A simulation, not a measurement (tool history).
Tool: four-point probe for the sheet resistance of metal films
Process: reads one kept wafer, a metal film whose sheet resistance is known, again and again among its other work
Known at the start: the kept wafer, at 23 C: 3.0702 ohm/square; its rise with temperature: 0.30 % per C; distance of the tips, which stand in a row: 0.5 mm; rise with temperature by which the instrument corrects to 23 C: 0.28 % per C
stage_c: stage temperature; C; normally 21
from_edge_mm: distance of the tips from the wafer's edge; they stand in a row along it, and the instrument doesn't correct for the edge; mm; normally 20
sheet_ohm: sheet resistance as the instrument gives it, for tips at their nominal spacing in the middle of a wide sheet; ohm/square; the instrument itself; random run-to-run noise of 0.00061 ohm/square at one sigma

run,hour,stage_c,from_edge_mm,sheet_ohm
1,0.0,21,20,3.068946
2,139.4,21,20,3.070080
3,265.6,21,20,3.070183
4,390.0,21,20,3.070204
5,485.7,21,20,3.070201
6,603.3,21,20,3.068972
7,719.2,21,20,3.071201
8,842.6,21,20,3.069983
9,926.1,21,20,3.069877
10,990.2,21,20,3.069401
11,1076.9,21,20,3.070457
12,1158.9,21,20,3.070076
13,1297.6,21,20,3.071194
14,1363.7,20,6,3.079183
15,1461.1,18,6,3.078069
16,1553.6,18,6,3.080265

3 options for the next run, each taken on its own from the tool as it stands now. Forecast them:
A,1678.4,31,63,?
B,1678.4,28,7,?
C,1678.4,21,22,?

run,sheet_ohm
A,3.075248
B,3.082905
C,3.071032
Without the tool's hidden state the same runs would have given:
run,sheet_ohm
A,3.074828
B,3.082484
C,3.070613

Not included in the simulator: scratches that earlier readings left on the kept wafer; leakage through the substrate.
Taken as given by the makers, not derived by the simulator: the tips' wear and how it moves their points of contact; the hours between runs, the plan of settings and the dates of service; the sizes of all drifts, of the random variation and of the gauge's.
